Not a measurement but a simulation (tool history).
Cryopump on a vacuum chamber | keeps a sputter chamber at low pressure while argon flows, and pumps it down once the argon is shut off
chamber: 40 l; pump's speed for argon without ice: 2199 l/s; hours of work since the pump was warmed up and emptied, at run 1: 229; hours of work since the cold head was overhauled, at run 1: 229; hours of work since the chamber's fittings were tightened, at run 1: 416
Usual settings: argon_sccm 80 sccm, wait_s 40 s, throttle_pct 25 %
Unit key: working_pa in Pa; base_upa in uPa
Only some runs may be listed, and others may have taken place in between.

run	hour	argon_sccm	wait_s	throttle_pct	hours of work since the pump was warmed up and emptied	hours of work since the cold head was overhauled	hours of work since the chamber's fittings were tightened	working_pa	base_upa
1	0	80	40	25	229	229	416	0.2531	2.09
2	12.7	80	40	25	238	238	425	0.252	2.12
3	19.9	80	40	30	243	243	430	0.2119	2.08
4	34.1	80	40	25	253	253	440	0.2542	2.1
5	44.8	80	299	25	260	260	447	0.2555	0.57
6	58.4	80	299	25	270	270	457	0.2553	0.63
7	69.5	80	69	25	277	277	464	0.2539	1.32
8	81.6	80	69	25	286	286	473	0.2555	1.4
9	96.4	80	69	25	296	296	483	0.256	1.4
10	103.1	80	69	25	301	301	488	0.2578	1.37
11	112.9	80	24	25	308	308	494	0.255	3.25
12	127.4	80	40	25	318	318	504	0.2581	2.13
13	138.5	80	40	25	325	325	512	0.257	2.19
14	149.6	80	40	25	333	333	520	0.2578	2.21
15	163.9	93	40	25	343	343	530	0.2992	2.17
16	175.1	93	40	25	351	351	538	0.2999	2.14
17	182.9	80	275	25	356	356	543	0.2568	0.72
18	197.6	80	275	25	366	366	553	0.2586	0.68
19	208.4	126	59	43	374	374	561	0.2461	1.63
20	221.1	119	40	25	383	383	570	0.3833	2.16
21	229.4	119	74	38	388	388	575	0.2605	1.37
22	243.3	119	47	38	398	398	585	0.2599	1.98
23	254.5	119	47	38	406	406	593	0.2615	1.92
24	263	119	47	38	412	412	599	0.2622	1.93
25	275.7	80	40	30	421	421	607	0.2206	2.24
26	284.9	80	40	30	427	427	614	0.2177	2.23
27	299.6	83	279	32	437	437	624	0.2165	0.72
28	312.3	83	279	32	446	446	633	0.2163	0.75
29	319.5	65	40	42	451	451	638	0.1323	2.21
30	329.8	62	40	35	458	458	645	0.1493	2.29
31	342	124	175	17	467	467	654	0.5893	0.93
32	351.8	82	40	25	473	473	660	0.2682	2.26
33	358.3	46	203	25	478	478	665	0.1503	0.9

5 options for the next run, each taken on its own from the tool as it stands now. Forecast them:
A	365	143	33	25	483	483	669	?	?
B	365	46	193	25	483	483	669	?	?
C	365	46	213	20	483	483	669	?	?
D	365	80	35	45	483	483	669	?	?
E	365	41	114	44	483	483	669	?	?

run	working_pa	base_upa
A	0.4681	2.57
B	0.1527	0.89
C	0.1857	0.86
D	0.1544	2.49
E	0.0812	1.17
Take away the tool's hidden state, keep each run's random variation, and the runs would have read:
run	working_pa	base_upa
A	0.4373	2.16
B	0.1427	0.48
C	0.1758	0.44
D	0.137	2.08
E	0.0723	0.75
